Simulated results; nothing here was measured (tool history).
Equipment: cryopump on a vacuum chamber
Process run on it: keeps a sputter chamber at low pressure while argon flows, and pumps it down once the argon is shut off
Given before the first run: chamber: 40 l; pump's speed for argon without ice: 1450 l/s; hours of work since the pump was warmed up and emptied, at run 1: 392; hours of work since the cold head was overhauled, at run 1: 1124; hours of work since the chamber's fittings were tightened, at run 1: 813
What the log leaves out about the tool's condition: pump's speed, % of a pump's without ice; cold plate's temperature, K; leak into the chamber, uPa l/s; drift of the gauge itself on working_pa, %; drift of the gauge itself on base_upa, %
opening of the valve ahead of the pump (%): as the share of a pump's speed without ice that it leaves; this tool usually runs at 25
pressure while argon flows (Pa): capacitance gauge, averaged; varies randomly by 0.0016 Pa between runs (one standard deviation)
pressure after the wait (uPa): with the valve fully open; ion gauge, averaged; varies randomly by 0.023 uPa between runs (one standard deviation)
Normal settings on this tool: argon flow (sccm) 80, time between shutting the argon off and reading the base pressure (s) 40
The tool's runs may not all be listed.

run     day  argon flow (sccm)  time between shutting the argon off and reading the base pressure (s)  opening of the valve ahead of the pump (%)  hours of work since the pump was warmed up and emptied  hours of work since the cold head was overhauled  hours of work since the chamber's fittings were tightened  pressure while argon flows (Pa)  pressure after the wait (uPa)
  1       0                 80                                                                     40                                          25                                                     392                                              1124                                                        813                           0.3877                           1.07
  2   1.604                 80                                                                     40                                          25                                                     418                                              1150                                                        839                           0.3896                           1.08
  3   4.342                 80                                                                    189                                          25                                                     461                                              1194                                                        882                           0.3913                           0.66
  4   7.183                 80                                                                    189                                          25                                                     507                                              1239                                                        927                           0.3932                           0.67
  5    9.45                 80                                                                     35                                          25                                                     543                                              1275                                                        963                           0.3975                           1.25
  6  12.433                 80                                                                     40                                          25                                                     590                                              1322                                                       1011                           0.3978                           1.21
  7  14.429                 80                                                                     40                                          25                                                     622                                              1354                                                       1043                           0.4006                           1.24
  8  16.675                 43                                                                     40                                          25                                                     658                                              1390                                                       1078                           0.2181                           1.23
      19.15  -- pump warmed up, emptied and cooled again
  9  19.342                 43                                                                     40                                          25                                                       3                                              1429                                                       1118                           0.1998                           1.08
 10  20.738                 75                                                                    134                                          41                                                      25                                              1451                                                       1140                           0.2168                           0.75
 11  23.712                 44                                                                     31                                          31                                                      73                                              1498                                                       1187                           0.1674                           1.26
 12  25.479                 44                                                                     31                                          31                                                     101                                              1527                                                       1215                           0.1683                           1.24
 13  27.921                 51                                                                    271                                          33                                                     140                                              1565                                                       1254                            0.185                           0.72
 14   30.45                 48                                                                    271                                          33                                                     180                                              1606                                                       1294                           0.1748                           0.74
 15  32.362                 47                                                                     79                                          25                                                     210                                              1636                                                       1325                           0.2253                           0.92
 16    33.7                 86                                                                     79                                          25                                                     232                                              1657                                                       1346                           0.4152                           0.91
 17  35.212                 54                                                                    276                                          27                                                     256                                              1681                                                       1370                           0.2408                           0.78

Each row is a separate what-if for the run after 17, all from the same tool condition, not one after another. Results?
  A  36.8                 45                                                                    276                                          17                                                     281                                              1707                                                       1395                                ?                              ?
  B  36.8                 54                                                                    254                                          27                                                     281                                              1707                                                       1395                                ?                              ?
  C  36.8                148                                                                     48                                          60                                                     281                                              1707                                                       1395                                ?                              ?

run  pressure while argon flows (Pa)  pressure after the wait (uPa)
  A                           0.3141                           0.75
  B                           0.2415                           0.76
  C                           0.3122                           1.14
With no hidden state in the tool, these same runs would have given:
run  pressure while argon flows (Pa)  pressure after the wait (uPa)
  A                           0.3069                           0.25
  B                            0.233                           0.26
  C                           0.2887                           0.64
